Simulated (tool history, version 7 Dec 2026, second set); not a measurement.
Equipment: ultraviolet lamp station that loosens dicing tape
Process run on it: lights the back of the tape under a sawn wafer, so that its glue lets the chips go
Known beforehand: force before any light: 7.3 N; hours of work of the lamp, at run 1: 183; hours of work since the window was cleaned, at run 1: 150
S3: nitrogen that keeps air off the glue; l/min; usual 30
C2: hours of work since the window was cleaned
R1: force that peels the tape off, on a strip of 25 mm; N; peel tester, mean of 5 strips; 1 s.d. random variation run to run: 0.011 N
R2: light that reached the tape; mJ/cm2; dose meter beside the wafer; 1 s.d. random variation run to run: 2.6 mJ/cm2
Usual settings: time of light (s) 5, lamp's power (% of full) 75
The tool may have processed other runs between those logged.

Run 1, hour 0: usual settings; hours of work of the lamp 183; C2 150. Result: R1 0.548 N, R2 302 mJ/cm2.
Run 2, hour 30.3: usual settings; hours of work of the lamp 198; C2 166. Result: R1 0.6 N, R2 301 mJ/cm2.
Run 3, hour 85.8: usual settings; hours of work of the lamp 227; C2 195. Result: R1 0.604 N, R2 296 mJ/cm2.
Run 4, hour 129.8: usual settings but S3 17 l/min; hours of work of the lamp 250; C2 217. Result: R1 0.952 N, R2 293 mJ/cm2.
Run 5, hour 187.2: usual settings but S3 17 l/min; hours of work of the lamp 280; C2 247. Result: R1 0.943 N, R2 286 mJ/cm2.
Run 6, hour 242.7: usual settings but lamp's power (% of full) 63; hours of work of the lamp 308; C2 276. Result: R1 0.916 N, R2 243 mJ/cm2.
Run 7, hour 300.5: usual settings but lamp's power (% of full) 63; hours of work of the lamp 338; C2 306. Result: R1 0.926 N, R2 237 mJ/cm2.
Run 8, hour 346.1: usual settings but lamp's power (% of full) 63; hours of work of the lamp 362; C2 329. Result: R1 0.934 N, R2 234 mJ/cm2.
Run 9, hour 397.9: usual settings but lamp's power (% of full) 85; hours of work of the lamp 389; C2 356. Result: R1 0.538 N, R2 318 mJ/cm2.
Run 10, hour 425.8: usual settings but lamp's power (% of full) 85; hours of work of the lamp 403; C2 371. Result: R1 0.547 N, R2 310 mJ/cm2.
Run 11, hour 470.2: usual settings but lamp's power (% of full) 85; hours of work of the lamp 426; C2 394. Result: R1 0.548 N, R2 310 mJ/cm2.
Run 12, hour 521.3: usual settings but time of light (s) 3, lamp's power (% of full) 69, S3 14 l/min; hours of work of the lamp 452; C2 420. Result: R1 2.674 N, R2 149 mJ/cm2.
Run 13, hour 562.5: usual settings but time of light (s) 2, lamp's power (% of full) 69, S3 15 l/min; hours of work of the lamp 474; C2 442. Result: R1 3.666 N, R2 95 mJ/cm2.
Run 14, hour 601: usual settings but time of light (s) 7, lamp's power (% of full) 70, S3 17 l/min; hours of work of the lamp 494; C2 461. Result: R1 0.691 N, R2 346 mJ/cm2.
Run 15, hour 631.1: usual settings but time of light (s) 7, lamp's power (% of full) 70, S3 17 l/min; hours of work of the lamp 509; C2 477. Result: R1 0.691 N, R2 343 mJ/cm2.
Run 16, hour 686.2: usual settings but time of light (s) 7, lamp's power (% of full) 70, S3 50 l/min; hours of work of the lamp 538; C2 506. Result: R1 0.297 N, R2 333 mJ/cm2.
Run 17, hour 724.1: usual settings but time of light (s) 2, lamp's power (% of full) 85, S3 32 l/min; hours of work of the lamp 557; C2 525. Result: R1 2.585 N, R2 115 mJ/cm2.
Run 18, hour 760.1: usual settings but time of light (s) 2, lamp's power (% of full) 85, S3 32 l/min; hours of work of the lamp 576; C2 544. Result: R1 2.556 N, R2 117 mJ/cm2.
Run 19, hour 794.5: usual settings but time of light (s) 9, lamp's power (% of full) 85, S3 10 l/min; hours of work of the lamp 594; C2 562. Result: R1 0.473 N, R2 513 mJ/cm2.
Run 20, hour 837.2: usual settings but lamp's power (% of full) 72, S3 48 l/min; hours of work of the lamp 616; C2 584. Result: R1 0.697 N, R2 241 mJ/cm2.
Run 21, hour 883.9: usual settings but time of light (s) 4, lamp's power (% of full) 83; hours of work of the lamp 640; C2 608. Result: R1 1.08 N, R2 218 mJ/cm2.

Each run again, without the hidden state but with its own random variation kept:
Unlogged tool condition in this case: lamp's light, % of a new lamp's; light that the window lets through, % of a clean one's; drift of the gauge itself on peel_n, %; drift of the gauge itself on dose_mj_cm2, %.
run     R1   R2
  1  0.452  328
  2  0.492  329
  3  0.481  328
  4   0.76  328
  5  0.737  325
  6  0.692  279
  7   0.68  277
  8  0.673  275
  9  0.366  378
 10  0.365  372
 11  0.357  376
 12  2.154  182
 13  3.134  119
 14  0.423  431
 15  0.417  431
 16   0.18  426
 17  1.924  148
 18  1.883  151
 19  0.263  672
 20  0.375  318
 21  0.607  292

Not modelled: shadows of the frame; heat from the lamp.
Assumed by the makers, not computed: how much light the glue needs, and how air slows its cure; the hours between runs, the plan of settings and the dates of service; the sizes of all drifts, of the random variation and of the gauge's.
